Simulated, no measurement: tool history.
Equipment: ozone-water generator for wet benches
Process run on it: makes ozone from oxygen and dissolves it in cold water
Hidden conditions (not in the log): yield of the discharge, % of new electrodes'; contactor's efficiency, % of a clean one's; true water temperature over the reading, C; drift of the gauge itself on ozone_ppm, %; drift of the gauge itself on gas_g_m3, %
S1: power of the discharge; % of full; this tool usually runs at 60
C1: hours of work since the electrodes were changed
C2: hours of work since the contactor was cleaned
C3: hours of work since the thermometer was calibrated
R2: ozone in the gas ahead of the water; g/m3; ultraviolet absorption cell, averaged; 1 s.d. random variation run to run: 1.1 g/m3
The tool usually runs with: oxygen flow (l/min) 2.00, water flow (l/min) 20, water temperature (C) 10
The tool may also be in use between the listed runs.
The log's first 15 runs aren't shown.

{"run": 16, "hour": 765.6, "S1": 60, "oxygen flow (l/min)": 3.46, "water flow (l/min)": 20, "water temperature (C)": 10, "C1": 809, "C2": 100, "C3": 3133, "dissolved ozone (ppm)": 11.4, "R2": 131.5}
{"run": 17, "hour": 814.7, "S1": 60, "oxygen flow (l/min)": 3.46, "water flow (l/min)": 20, "water temperature (C)": 10, "C1": 839, "C2": 130, "C3": 3163, "dissolved ozone (ppm)": 11.5, "R2": 131.4}
{"hour": 872.6, "done": "contactor cleaned, once more"}
{"run": 18, "hour": 881.7, "S1": 74, "oxygen flow (l/min)": 1.82, "water flow (l/min)": 25, "water temperature (C)": 10, "C1": 877, "C2": 6, "C3": 3201, "dissolved ozone (ppm)": 9.5, "R2": 227.9}
{"run": 19, "hour": 945.5, "S1": 60, "oxygen flow (l/min)": 2.0, "water flow (l/min)": 25, "water temperature (C)": 12, "C1": 916, "C2": 44, "C3": 3240, "dissolved ozone (ppm)": 8.3, "R2": 181.8}
{"run": 20, "hour": 1011.8, "S1": 60, "oxygen flow (l/min)": 2.0, "water flow (l/min)": 25, "water temperature (C)": 12, "C1": 956, "C2": 85, "C3": 3281, "dissolved ozone (ppm)": 8.2, "R2": 181.3}
{"run": 21, "hour": 1062.5, "S1": 60, "oxygen flow (l/min)": 2.0, "water flow (l/min)": 25, "water temperature (C)": 12, "C1": 987, "C2": 115, "C3": 3311, "dissolved ozone (ppm)": 8.1, "R2": 181.1}
{"run": 22, "hour": 1095.4, "S1": 89, "oxygen flow (l/min)": 2.0, "water flow (l/min)": 25, "water temperature (C)": 8, "C1": 1007, "C2": 135, "C3": 3331, "dissolved ozone (ppm)": 11.9, "R2": 253.9}
{"run": 23, "hour": 1129.1, "S1": 49, "oxygen flow (l/min)": 2.0, "water flow (l/min)": 13, "water temperature (C)": 10, "C1": 1027, "C2": 156, "C3": 3352, "dissolved ozone (ppm)": 14.1, "R2": 153.5}
{"run": 24, "hour": 1194.7, "S1": 49, "oxygen flow (l/min)": 2.31, "water flow (l/min)": 13, "water temperature (C)": 10, "C1": 1067, "C2": 196, "C3": 3392, "dissolved ozone (ppm)": 14.2, "R2": 140.5}
{"run": 25, "hour": 1253.6, "S1": 60, "oxygen flow (l/min)": 1.13, "water flow (l/min)": 20, "water temperature (C)": 13, "C1": 1103, "C2": 231, "C3": 3427, "dissolved ozone (ppm)": 8.9, "R2": 252.0}
{"run": 26, "hour": 1317.6, "S1": 62, "oxygen flow (l/min)": 2.43, "water flow (l/min)": 23, "water temperature (C)": 16, "C1": 1142, "C2": 270, "C3": 3466, "dissolved ozone (ppm)": 9.3, "R2": 165.5}
{"run": 27, "hour": 1358.4, "S1": 62, "oxygen flow (l/min)": 2.43, "water flow (l/min)": 23, "water temperature (C)": 16, "C1": 1167, "C2": 295, "C3": 3491, "dissolved ozone (ppm)": 9.1, "R2": 163.8}
{"run": 28, "hour": 1389.9, "S1": 54, "oxygen flow (l/min)": 1.13, "water flow (l/min)": 27, "water temperature (C)": 16, "C1": 1186, "C2": 314, "C3": 3510, "dissolved ozone (ppm)": 5.7, "R2": 229.6}
{"run": 29, "hour": 1431.4, "S1": 60, "oxygen flow (l/min)": 1.7, "water flow (l/min)": 16, "water temperature (C)": 10, "C1": 1211, "C2": 340, "C3": 3535, "dissolved ozone (ppm)": 12.9, "R2": 198.2}
{"run": 30, "hour": 1476.6, "S1": 60, "oxygen flow (l/min)": 1.7, "water flow (l/min)": 16, "water temperature (C)": 10, "C1": 1239, "C2": 367, "C3": 3563, "dissolved ozone (ppm)": 13.1, "R2": 198.2}
{"run": 31, "hour": 1521.5, "S1": 60, "oxygen flow (l/min)": 1.7, "water flow (l/min)": 18, "water temperature (C)": 9, "C1": 1266, "C2": 394, "C3": 3590, "dissolved ozone (ppm)": 11.5, "R2": 198.7}
{"run": 32, "hour": 1575.1, "S1": 60, "oxygen flow (l/min)": 2.0, "water flow (l/min)": 14, "water temperature (C)": 7, "C1": 1298, "C2": 427, "C3": 3623, "dissolved ozone (ppm)": 15.8, "R2": 180.7}
{"run": 33, "hour": 1634.1, "S1": 60, "oxygen flow (l/min)": 1.41, "water flow (l/min)": 27, "water temperature (C)": 7, "C1": 1334, "C2": 463, "C3": 3659, "dissolved ozone (ppm)": 6.9, "R2": 219.3}

What if the next run were any one of these 4? Each begins from the tool's condition after run 33:
{"run": "A", "hour": 1702.1, "S1": 100, "oxygen flow (l/min)": 2.0, "water flow (l/min)": 24, "water temperature (C)": 9, "C1": 1376, "C2": 504, "C3": 3700, "dissolved ozone (ppm)": "?", "R2": "?"}
{"run": "B", "hour": 1702.1, "S1": 60, "oxygen flow (l/min)": 1.19, "water flow (l/min)": 12, "water temperature (C)": 10, "C1": 1376, "C2": 504, "C3": 3700, "dissolved ozone (ppm)": "?", "R2": "?"}
{"run": "C", "hour": 1702.1, "S1": 78, "oxygen flow (l/min)": 2.0, "water flow (l/min)": 22, "water temperature (C)": 6, "C1": 1376, "C2": 504, "C3": 3700, "dissolved ozone (ppm)": "?", "R2": "?"}
{"run": "D", "hour": 1702.1, "S1": 90, "oxygen flow (l/min)": 1.41, "water flow (l/min)": 27, "water temperature (C)": 11, "C1": 1376, "C2": 504, "C3": 3700, "dissolved ozone (ppm)": "?", "R2": "?"}

run=A dissolved_ozone_(ppm)=13.2 R2=273.8
run=B dissolved_ozone_(ppm)=16.2 R2=242.3
run=C dissolved_ozone_(ppm)=12.1 R2=224.6
run=D dissolved_ozone_(ppm)=9.6 R2=308.2
What these runs would have given with no unlogged condition in the tool:
run=A dissolved_ozone_(ppm)=14.0 R2=286.2
run=B dissolved_ozone_(ppm)=16.8 R2=249.5
run=C dissolved_ozone_(ppm)=12.7 R2=233.0
run=D dissolved_ozone_(ppm)=10.1 R2=321.2
